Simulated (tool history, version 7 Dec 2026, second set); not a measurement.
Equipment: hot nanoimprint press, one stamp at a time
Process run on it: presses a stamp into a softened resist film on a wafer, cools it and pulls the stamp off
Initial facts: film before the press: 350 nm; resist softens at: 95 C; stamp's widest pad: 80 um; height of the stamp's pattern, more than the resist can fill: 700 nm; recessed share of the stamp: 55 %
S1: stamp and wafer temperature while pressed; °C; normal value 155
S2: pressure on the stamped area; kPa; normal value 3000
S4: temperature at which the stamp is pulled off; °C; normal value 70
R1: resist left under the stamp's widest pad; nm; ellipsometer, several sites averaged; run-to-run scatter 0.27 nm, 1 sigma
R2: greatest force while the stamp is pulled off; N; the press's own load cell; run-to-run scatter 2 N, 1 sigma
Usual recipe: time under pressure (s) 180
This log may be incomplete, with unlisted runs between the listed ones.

run 1 hour=0 | S1=155 S2=3000 time_under_pressure_(s)=180 S4=70 | R1=164 R2=133
run 2 hour=21 | S1=155 S2=3000 time_under_pressure_(s)=180 S4=70 | R1=164.1 R2=136
run 3 hour=48.3 | S1=155 S2=3000 time_under_pressure_(s)=180 S4=70 | R1=164.1 R2=137
run 4 hour=88.9 | S1=155 S2=3000 time_under_pressure_(s)=180 S4=70 | R1=165.3 R2=136
run 5 hour=133 | S1=155 S2=3000 time_under_pressure_(s)=180 S4=70 | R1=165 R2=137
run 6 hour=183 | S1=155 S2=3000 time_under_pressure_(s)=180 S4=70 | R1=165.7 R2=132
run 7 hour=221.9 | S1=155 S2=3000 time_under_pressure_(s)=180 S4=56 | R1=166.2 R2=186
run 8 hour=242.6 | S1=155 S2=3000 time_under_pressure_(s)=94 S4=56 | R1=204.6 R2=178
run 9 hour=272.7 | S1=155 S2=3000 time_under_pressure_(s)=94 S4=56 | R1=204.6 R2=180
run 10 hour=311.1 | S1=155 S2=3000 time_under_pressure_(s)=94 S4=56 | R1=204.3 R2=180
-- hour=321.5 plate thermocouple calibrated
run 11 hour=356.6 | S1=148 S2=2340 time_under_pressure_(s)=133 S4=64 | R1=269.8 R2=154
run 12 hour=405.9 | S1=148 S2=2340 time_under_pressure_(s)=133 S4=64 | R1=271.3 R2=158
run 13 hour=430.8 | S1=166 S2=2490 time_under_pressure_(s)=133 S4=64 | R1=123.4 R2=156
run 14 hour=475.9 | S1=166 S2=2490 time_under_pressure_(s)=133 S4=64 | R1=123.6 R2=158
run 15 hour=509.5 | S1=157 S2=2410 time_under_pressure_(s)=211 S4=68 | R1=162.8 R2=140
run 16 hour=532.5 | S1=157 S2=2410 time_under_pressure_(s)=211 S4=68 | R1=162.2 R2=141

Measured less the same run without the tool's hidden state. The same run-to-run variation is in both; the gauge's scatter may not be:
The tool's hidden condition here consists of: true temperature over the reading, C; pressure that arrives at the usual setting, %; grip of the stamp's worn release coat, % over a new coat's; drift of the gauge itself on residual_nm, %; drift of the gauge itself on pull_off_n, %.
run=1 R1=+0
run=2 R1=+0.2
run=3 R1=+0.4
run=4 R1=+0.8
run=5 R1=+1.1
run=6 R1=+1.5
run=7 R1=+1.8
run=8 R1=+2.5
run=9 R1=+2.8
run=10 R1=+3.2
run=11 R1=+4.8
run=12 R1=+5.6
run=13 R1=+2.7
run=14 R1=+2.9
run=15 R1=+4.1
run=16 R1=+4.3
R2: at most 1 N away from the measurement, every run.

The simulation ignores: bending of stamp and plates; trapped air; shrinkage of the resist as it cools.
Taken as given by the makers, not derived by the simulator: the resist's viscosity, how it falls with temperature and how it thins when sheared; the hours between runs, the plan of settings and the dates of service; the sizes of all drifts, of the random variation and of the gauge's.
